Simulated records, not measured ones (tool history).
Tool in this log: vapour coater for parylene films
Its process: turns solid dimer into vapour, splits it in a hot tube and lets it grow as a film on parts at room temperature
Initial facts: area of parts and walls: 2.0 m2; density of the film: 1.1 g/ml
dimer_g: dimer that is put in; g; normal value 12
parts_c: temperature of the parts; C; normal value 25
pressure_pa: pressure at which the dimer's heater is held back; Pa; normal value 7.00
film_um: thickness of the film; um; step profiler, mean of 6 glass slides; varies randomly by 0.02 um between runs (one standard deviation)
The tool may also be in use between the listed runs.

Run 1, hour 0.0: usual settings. Result: film_um 3.48 um.
Run 2, hour 31.2: usual settings. Result: film_um 3.46 um.
Run 3, hour 59.5: usual settings. Result: film_um 3.43 um.
Run 4, hour 83.7: usual settings but parts_c 31 C. Result: film_um 2.88 um.
Run 5, hour 111.1: usual settings but parts_c 31 C. Result: film_um 2.90 um.
Run 6, hour 137.2: usual settings but dimer_g 5 g. Result: film_um 1.44 um.
Run 7, hour 168.1: usual settings. Result: film_um 3.39 um.
Run 8, hour 189.2: usual settings. Result: film_um 3.42 um.
Run 9, hour 225.0: usual settings. Result: film_um 3.37 um.
At hour 233.4: trap's valve overhauled.
Run 10, hour 260.1: usual settings. Result: film_um 3.69 um.
Run 11, hour 292.3: usual settings but dimer_g 7 g. Result: film_um 2.15 um.
Run 12, hour 310.1: usual settings but dimer_g 7 g. Result: film_um 2.11 um.
Run 13, hour 343.8: usual settings. Result: film_um 3.69 um.
Run 14, hour 365.6: usual settings. Result: film_um 3.61 um.
Run 15, hour 388.6: usual settings. Result: film_um 3.59 um.
At hour 392.0: table's thermometer calibrated.
Run 16, hour 408.3: usual settings. Result: film_um 3.60 um.
Run 17, hour 423.4: usual settings but pressure_pa 3.12 Pa. Result: film_um 4.06 um.
Run 18, hour 458.7: usual settings but pressure_pa 3.12 Pa. Result: film_um 4.06 um.
At hour 480.3: table's thermometer calibrated, once more.
Run 19, hour 484.5: usual settings but pressure_pa 3.12 Pa. Result: film_um 4.13 um.
Run 20, hour 505.2: usual settings but pressure_pa 3.12 Pa. Result: film_um 4.10 um.
Run 21, hour 536.8: usual settings. Result: film_um 3.60 um.
Run 22, hour 555.7: usual settings. Result: film_um 3.61 um.
Run 23, hour 591.2: usual settings. Result: film_um 3.58 um.
Run 24, hour 610.1: usual settings. Result: film_um 3.57 um.
Run 25, hour 634.5: usual settings but pressure_pa 7.67 Pa. Result: film_um 3.51 um.
Run 26, hour 653.5: usual settings but pressure_pa 7.67 Pa. Result: film_um 3.47 um.
Run 27, hour 686.7: usual settings but dimer_g 13 g, parts_c 23 C, pressure_pa 4.11 Pa. Result: film_um 4.41 um.
Run 28, hour 709.4: usual settings but pressure_pa 3.47 Pa. Result: film_um 3.94 um.
Run 29, hour 743.5: usual settings but dimer_g 5 g. Result: film_um 1.46 um.
Run 30, hour 776.4: usual settings but dimer_g 9 g, parts_c 21 C. Result: film_um 2.98 um.
Run 31, hour 791.9: usual settings but dimer_g 9 g, parts_c 21 C. Result: film_um 2.95 um.
Run 32, hour 827.5: usual settings but dimer_g 9 g, parts_c 21 C. Result: film_um 2.92 um.
Run 33, hour 861.4: usual settings but dimer_g 9 g, parts_c 21 C. Result: film_um 2.92 um.
Run 34, hour 889.9: usual settings but dimer_g 6 g, parts_c 28 C. Result: film_um 1.56 um.
Run 35, hour 907.8: usual settings but dimer_g 8 g, parts_c 20 C, pressure_pa 5.43 Pa. Result: film_um 2.77 um.
Run 36, hour 926.3: usual settings but dimer_g 8 g, parts_c 30 C, pressure_pa 5.43 Pa. Result: film_um 2.00 um.
At hour 945.1: trap's valve overhauled.
Run 37, hour 962.8: usual settings but dimer_g 8 g, parts_c 19 C, pressure_pa 9.03 Pa. Result: film_um 2.88 um.
Run 38, hour 985.5: usual settings but dimer_g 5 g, parts_c 17 C, pressure_pa 3.15 Pa. Result: film_um 2.22 um.
Run 39, hour 1015.5: usual settings but dimer_g 7 g, parts_c 29 C. Result: film_um 1.91 um.
Run 40, hour 1042.8: usual settings but dimer_g 9 g, parts_c 18 C, pressure_pa 10.20 Pa. Result: film_um 3.27 um.
Run 41, hour 1057.8: usual settings but dimer_g 9 g, parts_c 18 C, pressure_pa 2.04 Pa. Result: film_um 3.94 um.
Run 42, hour 1089.0: usual settings but dimer_g 9 g, parts_c 18 C, pressure_pa 2.04 Pa. Result: film_um 3.93 um.
Run 43, hour 1118.2: usual settings but dimer_g 10 g, parts_c 20 C, pressure_pa 5.90 Pa. Result: film_um 3.67 um.
Run 44, hour 1143.8: usual settings but dimer_g 21 g, parts_c 18 C, pressure_pa 3.36 Pa. Result: film_um 9.01 um.
Run 45, hour 1165.4: usual settings but dimer_g 11 g, parts_c 18 C, pressure_pa 3.36 Pa. Result: film_um 4.69 um.
Run 46, hour 1181.6: usual settings but dimer_g 11 g, parts_c 19 C, pressure_pa 2.45 Pa. Result: film_um 4.77 um.

Here are 3 independent what-if runs from the current tool condition. What would each one return?
Run A, hour 1208.6: usual settings but dimer_g 10 g, parts_c 32 C, pressure_pa 4.25 Pa. Result: film_um ?.
Run B, hour 1208.6: usual settings but dimer_g 15 g, parts_c 22 C, pressure_pa 2.32 Pa. Result: film_um ?.
Run C, hour 1208.6: usual settings but dimer_g 11 g, pressure_pa 2.39 Pa. Result: film_um ?.

run  film_um
  A     2.60
  B     5.92
  C     3.93
Without the tool's hidden state the same runs would have given:
run  film_um
  A     2.73
  B     6.20
  C     4.11
